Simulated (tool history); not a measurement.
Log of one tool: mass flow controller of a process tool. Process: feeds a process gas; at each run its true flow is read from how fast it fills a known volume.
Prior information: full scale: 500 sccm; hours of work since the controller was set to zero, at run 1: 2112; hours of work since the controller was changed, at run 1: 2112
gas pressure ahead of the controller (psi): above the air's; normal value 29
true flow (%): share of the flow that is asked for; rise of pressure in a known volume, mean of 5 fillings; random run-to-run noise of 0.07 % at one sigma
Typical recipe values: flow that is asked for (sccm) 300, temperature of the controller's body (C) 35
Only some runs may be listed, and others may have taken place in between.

run    hour  flow that is asked for (sccm)  gas pressure ahead of the controller (psi)  temperature of the controller's body (C)  hours of work since the controller was set to zero  hours of work since the controller was changed  true flow (%)
  1       0                            300                                          29                                        35                                                2112                                            2112          98.43
  2   268.3                            300                                          29                                        35                                                2311                                            2311          98.31
  3   504.4                            300                                          29                                        35                                                2486                                            2486          98.03
  4   764.5                            300                                          29                                        35                                                2679                                            2679          98.23
  5   917.1                            300                                        32.9                                        35                                                2792                                            2792          97.98
  6  1108.1                            300                                        32.9                                        35                                                2934                                            2934          98.08
  7  1238.6                            300                                        32.9                                        35                                                3030                                            3030          98.02
  8  1382.4                            300                                        32.9                                        35                                                3137                                            3137          97.85
  9  1553.6                            300                                        32.9                                        35                                                3264                                            3264          98.07
 10  1693.2                            300                                          29                                        25                                                3367                                            3367          98.43
 11  1977.8                            300                                          29                                        25                                                3578                                            3578          98.38
 12  2143.6                            300                                          29                                        21                                                3701                                            3701          98.57
 13  2408.4                            300                                          29                                        21                                                3897                                            3897          98.65
 14  2631.6                            147                                          29                                        21                                                4063                                            4063          98.99
 15    2914                            147                                          29                                        21                                                4272                                            4272          98.93
 16  3091.2                            147                                          29                                        21                                                4403                                            4403           98.8
 17  3269.7                            147                                          29                                        21                                                4536                                            4536          98.86
 18  3402.8                            147                                          29                                        21                                                4634                                            4634          98.87
 19  3542.4                            147                                          29                                        21                                                4738                                            4738          98.84
 20  3723.8                            147                                          29                                        21                                                4872                                            4872          98.73
 21  4013.9                            430                                        32.5                                        21                                                5087                                            5087          98.19
 22  4272.9                            430                                        32.8                                        21                                                5279                                            5279          98.12
 23  4484.5                            430                                        32.8                                        21                                                5436                                            5436          98.09
 24  4646.5                            462                                        30.2                                        36                                                5556                                            5556          97.45
 25  4821.5                            300                                        33.1                                        35                                                5686                                            5686          97.41
 26  4988.4                            300                                        24.9                                        35                                                5810                                            5810          97.45
 27  5127.1                            300                                        24.9                                        35                                                5912                                            5912           97.4
 28  5376.4                            293                                          29                                        21                                                6097                                            6097          97.91
 29    5500                            293                                          29                                        21                                                6189                                            6189          97.87
 30    5632                             91                                          39                                        28                                                6287                                            6287           99.2
     5827.3  -- controller exchanged for a calibrated one
 31  5827.3                             61                                        35.1                                        27                                                   0                                               0          99.09
 32  5960.8                            300                                          29                                        32                                                  99                                              99          99.06
 33  6157.5                             99                                        33.1                                        35                                                 245                                             245          98.49
 34  6350.5                             99                                        33.1                                        21                                                 388                                             388          99.48
 35  6600.2                            300                                          29                                        29                                                 573                                             573          99.16
 36  6797.8                             99                                        33.5                                        31                                                 719                                             719          98.82
 37  6925.3                             99                                        33.5                                        31                                                 814                                             814           98.8
 38  7068.7                            142                                          29                                        39                                                 920                                             920          98.47
 39  7267.8                            300                                        38.3                                        35                                                1068                                            1068          98.38
 40    7525                            490                                          29                                        35                                                1258                                            1258          98.85

Across each entry between runs, compare the hidden state at the last listed run before it with the hidden state at the first listed run after it:
In the gap between runs 30 and 31: controller exchanged for a calibrated one (hour 5827.3)
  flow at rest that the sensor doesn't see, % of full scale: 0.581 -> 0.048; true flow over the shown one, %: -2.85 -> -0.18
  the result without the hidden state subtracted from the measured one, true flow (%): +0.34 -> +0.21
